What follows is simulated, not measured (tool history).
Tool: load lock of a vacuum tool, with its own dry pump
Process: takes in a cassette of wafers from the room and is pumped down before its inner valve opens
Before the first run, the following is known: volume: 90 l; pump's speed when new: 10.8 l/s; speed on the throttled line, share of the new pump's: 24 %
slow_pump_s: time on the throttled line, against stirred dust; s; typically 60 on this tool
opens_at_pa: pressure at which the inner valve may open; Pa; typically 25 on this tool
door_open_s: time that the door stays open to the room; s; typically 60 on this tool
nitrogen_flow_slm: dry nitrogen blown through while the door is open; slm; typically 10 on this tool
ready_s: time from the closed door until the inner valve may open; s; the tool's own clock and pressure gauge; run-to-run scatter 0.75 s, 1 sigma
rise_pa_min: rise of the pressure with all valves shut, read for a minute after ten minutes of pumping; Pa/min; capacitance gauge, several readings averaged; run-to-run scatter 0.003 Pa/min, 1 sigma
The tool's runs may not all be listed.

run,hour,slow_pump_s,opens_at_pa,door_open_s,nitrogen_flow_slm,"incoming humidity of the room's air, %",ready_s,rise_pa_min
1,0.0,60,25,60,10,43.2,125.2,0.043
2,174.4,60,20,60,10,42.1,126.8,0.047
3,300.4,60,25,55,10,46.2,123.5,0.042
4,429.2,60,25,60,10,44.3,124.6,0.047
5,564.6,60,25,79,10,43.6,124.9,0.048
6,653.0,60,25,79,10,45.3,125.2,0.052
7,780.8,60,25,79,10,43.7,126.6,0.049
8,908.5,60,25,60,10,45.7,124.9,0.050
9,990.0,60,25,60,10,45.2,124.5,0.051
10,1061.8,60,25,60,10,43.0,124.1,0.050
11,1213.0,60,25,60,36,47.0,126.2,0.042
12,1284.8,60,25,60,10,45.2,127.2,0.051
13,1379.4,60,25,60,10,45.5,125.2,0.046
14,1476.6,60,25,60,10,43.0,124.9,0.051
15,1624.7,60,25,187,10,43.0,127.1,0.069
16,1697.3,37,25,187,26,44.5,108.7,0.059
17,1816.5,37,25,187,26,44.1,110.3,0.061
18,1930.7,104,40,147,22,44.0,151.4,0.059
19,2041.2,60,24,175,43,42.9,127.3,0.051
20,2143.0,36,25,39,5,44.4,108.7,0.056
21,2216.7,50,28,211,10,42.6,117.7,0.077
22,2342.3,117,40,145,38,43.7,163.1,0.049
23,2427.1,95,21,155,38,46.4,153.3,0.057
24,2594.5,95,21,155,39,43.7,151.9,0.058
25,2682.3,31,21,155,28,41.8,106.8,0.058
26,2826.0,100,19,60,10,46.6,158.5,0.061
27,2930.1,100,23,60,10,42.8,158.6,0.054
28,3063.1,60,22,60,10,41.5,128.2,0.057
29,3162.1,40,25,53,10,42.7,113.5,0.058
30,3299.2,40,25,92,10,44.2,112.1,0.067

Consider 4 possible next runs. They are alternatives, not a sequence: every one starts from the tool as it was left by run 30. What does each give?
A,3438.7,83,25,92,27,44.0,?,?
B,3438.7,101,30,92,10,44.0,?,?
C,3438.7,78,25,69,8,44.3,?,?
D,3438.7,62,25,86,14,44.9,?,?

run,ready_s,rise_pa_min
A,143.3,0.055
B,154.2,0.070
C,139.6,0.061
D,127.8,0.066
Without the tool's hidden state the same runs would have given:
run,ready_s,rise_pa_min
A,132.8,0.018
B,144.9,0.033
C,128.8,0.024
D,116.3,0.029
